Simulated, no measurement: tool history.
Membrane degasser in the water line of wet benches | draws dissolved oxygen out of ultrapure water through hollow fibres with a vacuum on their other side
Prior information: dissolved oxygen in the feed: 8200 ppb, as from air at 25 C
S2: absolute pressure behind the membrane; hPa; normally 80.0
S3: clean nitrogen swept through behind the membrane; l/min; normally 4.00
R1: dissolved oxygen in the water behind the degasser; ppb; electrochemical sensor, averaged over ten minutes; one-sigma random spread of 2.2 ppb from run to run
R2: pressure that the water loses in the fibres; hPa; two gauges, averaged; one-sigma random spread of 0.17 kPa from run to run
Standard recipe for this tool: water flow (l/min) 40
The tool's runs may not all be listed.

{"run": 1, "hour": 0.0, "water flow (l/min)": 40, "S2": 80.0, "S3": 4.0, "R1": 216.3, "R2": 296.2}
{"run": 2, "hour": 214.4, "water flow (l/min)": 40, "S2": 80.0, "S3": 4.0, "R1": 216.2, "R2": 294.5}
{"run": 3, "hour": 453.7, "water flow (l/min)": 40, "S2": 80.0, "S3": 4.0, "R1": 219.0, "R2": 296.9}
{"run": 4, "hour": 627.3, "water flow (l/min)": 40, "S2": 58.0, "S3": 4.0, "R1": 164.7, "R2": 293.4}
{"run": 5, "hour": 970.0, "water flow (l/min)": 40, "S2": 80.0, "S3": 4.0, "R1": 216.6, "R2": 294.7}
{"run": 6, "hour": 1321.8, "water flow (l/min)": 40, "S2": 80.0, "S3": 4.0, "R1": 218.0, "R2": 297.6}
{"run": 7, "hour": 1537.3, "water flow (l/min)": 40, "S2": 80.0, "S3": 6.49, "R1": 177.8, "R2": 292.9}
{"run": 8, "hour": 1888.1, "water flow (l/min)": 40, "S2": 80.0, "S3": 6.49, "R1": 172.4, "R2": 296.3}
{"run": 9, "hour": 2210.0, "water flow (l/min)": 40, "S2": 80.0, "S3": 6.49, "R1": 174.3, "R2": 297.9}
{"run": 10, "hour": 2525.4, "water flow (l/min)": 40, "S2": 98.4, "S3": 6.49, "R1": 205.9, "R2": 294.6}
{"run": 11, "hour": 2788.1, "water flow (l/min)": 40, "S2": 98.4, "S3": 6.49, "R1": 204.6, "R2": 299.9}
{"run": 12, "hour": 3106.2, "water flow (l/min)": 40, "S2": 98.4, "S3": 6.49, "R1": 204.5, "R2": 296.4}
{"run": 13, "hour": 3312.6, "water flow (l/min)": 40, "S2": 98.4, "S3": 5.77, "R1": 215.2, "R2": 295.7}
{"run": 14, "hour": 3471.5, "water flow (l/min)": 40, "S2": 98.4, "S3": 5.77, "R1": 213.7, "R2": 295.1}
{"hour": 3605.4, "done": "vacuum gauge calibrated"}
{"run": 15, "hour": 3656.1, "water flow (l/min)": 40, "S2": 98.4, "S3": 5.77, "R1": 213.8, "R2": 292.9}
{"run": 16, "hour": 3932.9, "water flow (l/min)": 40, "S2": 98.4, "S3": 5.77, "R1": 214.5, "R2": 291.6}
{"run": 17, "hour": 4108.5, "water flow (l/min)": 40, "S2": 98.4, "S3": 2.72, "R1": 320.7, "R2": 293.8}
{"run": 18, "hour": 4320.4, "water flow (l/min)": 56, "S2": 80.0, "S3": 1.85, "R1": 574.6, "R2": 413.0}
{"run": 19, "hour": 4645.9, "water flow (l/min)": 42, "S2": 80.0, "S3": 4.0, "R1": 242.5, "R2": 311.2}
{"run": 20, "hour": 4901.2, "water flow (l/min)": 42, "S2": 80.0, "S3": 4.0, "R1": 242.7, "R2": 311.1}
{"run": 21, "hour": 5190.5, "water flow (l/min)": 42, "S2": 80.0, "S3": 4.0, "R1": 243.8, "R2": 310.1}
{"run": 22, "hour": 5422.6, "water flow (l/min)": 42, "S2": 80.0, "S3": 4.0, "R1": 241.6, "R2": 310.0}
{"hour": 5547.4, "done": "membrane cartridge changed"}
{"run": 23, "hour": 5746.0, "water flow (l/min)": 37, "S2": 80.0, "S3": 3.43, "R1": 199.3, "R2": 275.4}
{"hour": 5846.3, "done": "seals of the vacuum lines changed"}
{"run": 24, "hour": 6013.6, "water flow (l/min)": 37, "S2": 120.7, "S3": 2.77, "R1": 345.1, "R2": 271.3}
{"run": 25, "hour": 6188.5, "water flow (l/min)": 63, "S2": 139.1, "S3": 3.96, "R1": 744.6, "R2": 464.2}
{"run": 26, "hour": 6476.7, "water flow (l/min)": 63, "S2": 139.1, "S3": 3.96, "R1": 754.7, "R2": 466.4}
{"run": 27, "hour": 6643.8, "water flow (l/min)": 63, "S2": 139.1, "S3": 3.44, "R1": 790.4, "R2": 467.6}
{"run": 28, "hour": 6808.0, "water flow (l/min)": 57, "S2": 139.1, "S3": 3.44, "R1": 673.1, "R2": 421.2}
{"run": 29, "hour": 7043.5, "water flow (l/min)": 24, "S2": 177.7, "S3": 11.12, "R1": 87.9, "R2": 177.5}
{"run": 30, "hour": 7323.6, "water flow (l/min)": 26, "S2": 69.5, "S3": 11.59, "R1": 38.0, "R2": 193.1}
{"run": 31, "hour": 7496.2, "water flow (l/min)": 26, "S2": 69.5, "S3": 11.59, "R1": 37.9, "R2": 194.0}
{"run": 32, "hour": 7683.3, "water flow (l/min)": 28, "S2": 124.3, "S3": 5.64, "R1": 137.5, "R2": 202.3}

Predict each of these 3 candidate next runs independently; none follows another, all start after run 32:
{"run": "A", "hour": 7887.9, "water flow (l/min)": 28, "S2": 176.6, "S3": 3.62, "R1": "?", "R2": "?"}
{"run": "B", "hour": 7887.9, "water flow (l/min)": 39, "S2": 49.5, "S3": 5.64, "R1": "?", "R2": "?"}
{"run": "C", "hour": 7887.9, "water flow (l/min)": 30, "S2": 48.4, "S3": 10.88, "R1": "?", "R2": "?"}

run=A R1=281.4 R2=204.4
run=B R1=124.9 R2=285.9
run=C R1=44.4 R2=218.6
Without the tool's unlogged condition, the same runs would have read:
run=A R1=281.4 R2=204.4
run=B R1=124.8 R2=285.8
run=C R1=44.3 R2=218.5
